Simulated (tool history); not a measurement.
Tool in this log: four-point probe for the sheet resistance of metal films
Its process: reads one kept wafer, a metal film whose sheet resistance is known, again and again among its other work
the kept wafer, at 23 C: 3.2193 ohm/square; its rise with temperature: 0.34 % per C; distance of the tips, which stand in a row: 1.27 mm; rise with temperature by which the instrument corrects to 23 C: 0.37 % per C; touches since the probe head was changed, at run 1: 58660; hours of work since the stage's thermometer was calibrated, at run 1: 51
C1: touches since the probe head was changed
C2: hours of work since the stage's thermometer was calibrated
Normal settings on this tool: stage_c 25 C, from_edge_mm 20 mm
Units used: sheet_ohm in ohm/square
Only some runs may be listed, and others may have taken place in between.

{"run": 1, "day": 0.0, "stage_c": 25, "from_edge_mm": 20, "C1": 58660, "C2": 51, "sheet_ohm": 3.240778}
{"run": 2, "day": 1.321, "stage_c": 25, "from_edge_mm": 20, "C1": 59724, "C2": 64, "sheet_ohm": 3.240833}
{"run": 3, "day": 3.542, "stage_c": 25, "from_edge_mm": 20, "C1": 61509, "C2": 86, "sheet_ohm": 3.242004}
{"run": 4, "day": 5.192, "stage_c": 25, "from_edge_mm": 20, "C1": 62838, "C2": 102, "sheet_ohm": 3.241452}
{"run": 5, "day": 7.154, "stage_c": 20, "from_edge_mm": 20, "C1": 64416, "C2": 121, "sheet_ohm": 3.247215}
{"day": 8.583, "done": "new probe head fitted"}
{"run": 6, "day": 8.6, "stage_c": 19, "from_edge_mm": 20, "C1": 12, "C2": 135, "sheet_ohm": 3.216031}
{"run": 7, "day": 10.917, "stage_c": 25, "from_edge_mm": 20, "C1": 1878, "C2": 158, "sheet_ohm": 3.210936}
{"run": 8, "day": 13.158, "stage_c": 25, "from_edge_mm": 20, "C1": 3680, "C2": 180, "sheet_ohm": 3.211872}
{"run": 9, "day": 14.346, "stage_c": 28, "from_edge_mm": 20, "C1": 4637, "C2": 191, "sheet_ohm": 3.209224}
{"run": 10, "day": 16.112, "stage_c": 25, "from_edge_mm": 20, "C1": 6060, "C2": 209, "sheet_ohm": 3.21276}
{"run": 11, "day": 18.492, "stage_c": 25, "from_edge_mm": 20, "C1": 7972, "C2": 232, "sheet_ohm": 3.213672}
{"run": 12, "day": 20.342, "stage_c": 25, "from_edge_mm": 8, "C1": 9460, "C2": 250, "sheet_ohm": 3.248664}
{"run": 13, "day": 21.533, "stage_c": 25, "from_edge_mm": 8, "C1": 10419, "C2": 262, "sheet_ohm": 3.250244}
{"run": 14, "day": 23.708, "stage_c": 25, "from_edge_mm": 8, "C1": 12171, "C2": 283, "sheet_ohm": 3.250014}
{"run": 15, "day": 26.038, "stage_c": 21, "from_edge_mm": 4, "C1": 14044, "C2": 306, "sheet_ohm": 3.375493}
{"run": 16, "day": 27.308, "stage_c": 25, "from_edge_mm": 4, "C1": 15066, "C2": 318, "sheet_ohm": 3.371051}
{"run": 17, "day": 28.592, "stage_c": 31, "from_edge_mm": 23, "C1": 16102, "C2": 331, "sheet_ohm": 3.208319}
{"run": 18, "day": 30.512, "stage_c": 18, "from_edge_mm": 8, "C1": 17646, "C2": 350, "sheet_ohm": 3.257554}
{"run": 19, "day": 32.55, "stage_c": 18, "from_edge_mm": 8, "C1": 19286, "C2": 370, "sheet_ohm": 3.257428}

3 ways to go on from here, each from the tool as it stands after run 19. What would each give?
{"run": "A", "day": 34.738, "stage_c": 19, "from_edge_mm": 44, "C1": 21046, "C2": 391, "sheet_ohm": "?"}
{"run": "B", "day": 34.738, "stage_c": 28, "from_edge_mm": 73, "C1": 21046, "C2": 391, "sheet_ohm": "?"}
{"run": "C", "day": 34.738, "stage_c": 18, "from_edge_mm": 20, "C1": 21046, "C2": 391, "sheet_ohm": "?"}

run=A sheet_ohm=3.214513
run=B sheet_ohm=3.207038
run=C sheet_ohm=3.221137
Stripped of hidden state, with their random variation kept, the same runs would have yielded:
run=A sheet_ohm=3.223174
run=B sheet_ohm=3.215706
run=C sheet_ohm=3.229812
